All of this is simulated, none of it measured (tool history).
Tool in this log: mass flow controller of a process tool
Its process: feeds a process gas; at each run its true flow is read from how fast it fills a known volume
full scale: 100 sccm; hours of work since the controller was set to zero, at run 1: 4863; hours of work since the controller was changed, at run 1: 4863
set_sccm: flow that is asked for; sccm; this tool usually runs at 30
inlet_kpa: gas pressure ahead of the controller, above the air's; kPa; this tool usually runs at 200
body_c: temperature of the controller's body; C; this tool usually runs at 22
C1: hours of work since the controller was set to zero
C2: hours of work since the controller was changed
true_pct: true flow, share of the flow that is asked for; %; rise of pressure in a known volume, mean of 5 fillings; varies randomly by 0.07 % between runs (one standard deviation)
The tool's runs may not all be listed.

Run 1, hour 0: usual settings; C1 4863; C2 4863. Result: true_pct 95.67 %.
Run 2, hour 185.8: usual settings; C1 4927; C2 4927. Result: true_pct 95.52 %.
Run 3, hour 510.8: usual settings; C1 5038; C2 5038. Result: true_pct 95.47 %.
Run 4, hour 720.5: usual settings but set_sccm 58 sccm; C1 5110; C2 5110. Result: true_pct 96.9 %.
Run 5, hour 950: usual settings but set_sccm 58 sccm; C1 5189; C2 5189. Result: true_pct 96.78 %.
Run 6, hour 1211.6: usual settings but set_sccm 88 sccm; C1 5278; C2 5278. Result: true_pct 97.52 %.
Run 7, hour 1553: usual settings; C1 5395; C2 5395. Result: true_pct 95.19 %.
Run 8, hour 1891.4: usual settings; C1 5511; C2 5511. Result: true_pct 95.02 %.
At hour 2096.4: controller's zero set anew.
Run 9, hour 2099.4: usual settings; C1 1; C2 5582. Result: true_pct 97.45 %.
Run 10, hour 2327.3: usual settings but set_sccm 21 sccm; C1 79; C2 5660. Result: true_pct 97.18 %.
Run 11, hour 2472.1: usual settings; C1 129; C2 5710. Result: true_pct 97.42 %.
Run 12, hour 2787.8: usual settings but body_c 40 C; C1 237; C2 5818. Result: true_pct 96.73 %.
Run 13, hour 2975.6: usual settings; C1 301; C2 5882. Result: true_pct 97.26 %.
Run 14, hour 3274.8: usual settings; C1 404; C2 5985. Result: true_pct 97.01 %.
Run 15, hour 3515: usual settings; C1 486; C2 6067. Result: true_pct 96.99 %.
Run 16, hour 3836.7: usual settings but set_sccm 32 sccm; C1 596; C2 6177. Result: true_pct 97.08 %.
Run 17, hour 4005: usual settings but set_sccm 32 sccm; C1 654; C2 6235. Result: true_pct 97.11 %.
Run 18, hour 4208.5: usual settings but set_sccm 50 sccm; C1 724; C2 6305. Result: true_pct 97.3 %.
Run 19, hour 4389.8: usual settings but set_sccm 50 sccm; C1 786; C2 6367. Result: true_pct 97.2 %.
Run 20, hour 4717: usual settings but set_sccm 50 sccm; C1 898; C2 6479. Result: true_pct 97.22 %.
Run 21, hour 5033.7: usual settings but set_sccm 50 sccm, inlet_kpa 264 kPa; C1 1006; C2 6587. Result: true_pct 97.53 %.
Run 22, hour 5285.8: usual settings but set_sccm 53 sccm, inlet_kpa 147 kPa; C1 1093; C2 6674. Result: true_pct 96.84 %.
Run 23, hour 5501.8: usual settings but set_sccm 86 sccm, body_c 31 C; C1 1167; C2 6748. Result: true_pct 97.19 %.
Run 24, hour 5686.8: usual settings but set_sccm 37 sccm, body_c 31 C; C1 1230; C2 6811. Result: true_pct 96.41 %.
Run 25, hour 6018.7: usual settings but set_sccm 14 sccm, body_c 28 C; C1 1344; C2 6925. Result: true_pct 95.33 %.
Run 26, hour 6310.4: usual settings but set_sccm 14 sccm, body_c 30 C; C1 1444; C2 7025. Result: true_pct 95.32 %.
Run 27, hour 6539: usual settings but set_sccm 24 sccm, body_c 27 C; C1 1522; C2 7103. Result: true_pct 95.93 %.
Run 28, hour 6856.7: usual settings but set_sccm 38 sccm, body_c 27 C; C1 1631; C2 7212. Result: true_pct 96.36 %.
Run 29, hour 7072.5: usual settings but set_sccm 17 sccm, inlet_kpa 145 kPa; C1 1705; C2 7286. Result: true_pct 95.14 %.

What will run 30 give?
Run 30, hour 7232.8: usual settings but set_sccm 56 sccm; C1 1760; C2 7341. Result: true_pct ?.

{"run 30": {"true_pct": 96.82}}
Had the tool carried no hidden state, the very same run would have given true_pct 99.65 %.
